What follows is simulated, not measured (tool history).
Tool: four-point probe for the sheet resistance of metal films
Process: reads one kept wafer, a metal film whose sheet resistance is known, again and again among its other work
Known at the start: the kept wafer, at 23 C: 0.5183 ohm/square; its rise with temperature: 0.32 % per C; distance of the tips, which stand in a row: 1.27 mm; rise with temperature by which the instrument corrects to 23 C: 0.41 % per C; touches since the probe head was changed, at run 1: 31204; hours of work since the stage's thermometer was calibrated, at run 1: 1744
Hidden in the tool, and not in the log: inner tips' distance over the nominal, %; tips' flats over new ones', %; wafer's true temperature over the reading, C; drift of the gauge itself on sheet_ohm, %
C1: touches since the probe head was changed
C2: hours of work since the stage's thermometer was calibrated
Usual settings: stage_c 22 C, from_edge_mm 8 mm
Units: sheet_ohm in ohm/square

{"run": 1, "hour": 0.0, "stage_c": 22, "from_edge_mm": 8, "C1": 31204, "C2": 1744, "sheet_ohm": 0.525921}
{"run": 2, "hour": 26.7, "stage_c": 22, "from_edge_mm": 8, "C1": 32262, "C2": 1759, "sheet_ohm": 0.525799}
{"run": 3, "hour": 49.3, "stage_c": 22, "from_edge_mm": 8, "C1": 33153, "C2": 1773, "sheet_ohm": 0.525795}
{"run": 4, "hour": 68.2, "stage_c": 22, "from_edge_mm": 8, "C1": 33900, "C2": 1784, "sheet_ohm": 0.525587}
{"run": 5, "hour": 101.3, "stage_c": 19, "from_edge_mm": 8, "C1": 35211, "C2": 1803, "sheet_ohm": 0.527136}
{"run": 6, "hour": 118.1, "stage_c": 21, "from_edge_mm": 8, "C1": 35876, "C2": 1813, "sheet_ohm": 0.526462}
{"run": 7, "hour": 145.3, "stage_c": 21, "from_edge_mm": 8, "C1": 36952, "C2": 1829, "sheet_ohm": 0.526168}
{"run": 8, "hour": 164.5, "stage_c": 20, "from_edge_mm": 8, "C1": 37710, "C2": 1840, "sheet_ohm": 0.526772}
{"run": 9, "hour": 189.9, "stage_c": 20, "from_edge_mm": 8, "C1": 38713, "C2": 1855, "sheet_ohm": 0.526782}
{"run": 10, "hour": 215.0, "stage_c": 20, "from_edge_mm": 8, "C1": 39705, "C2": 1870, "sheet_ohm": 0.526499}
{"run": 11, "hour": 239.9, "stage_c": 20, "from_edge_mm": 8, "C1": 40690, "C2": 1884, "sheet_ohm": 0.52672}
{"run": 12, "hour": 257.2, "stage_c": 20, "from_edge_mm": 57, "C1": 41377, "C2": 1895, "sheet_ohm": 0.519767}
{"run": 13, "hour": 288.3, "stage_c": 19, "from_edge_mm": 57, "C1": 42607, "C2": 1913, "sheet_ohm": 0.520499}

Run 14 comes next. What will it give?
{"run": 14, "hour": 314.4, "stage_c": 32, "from_edge_mm": 15, "C1": 43636, "C2": 1928, "sheet_ohm": "?"}

{"run 14": {"sheet_ohm": 0.516296}}
Without the tool's hidden state the same run would have given sheet_ohm 0.516281 ohm/square.

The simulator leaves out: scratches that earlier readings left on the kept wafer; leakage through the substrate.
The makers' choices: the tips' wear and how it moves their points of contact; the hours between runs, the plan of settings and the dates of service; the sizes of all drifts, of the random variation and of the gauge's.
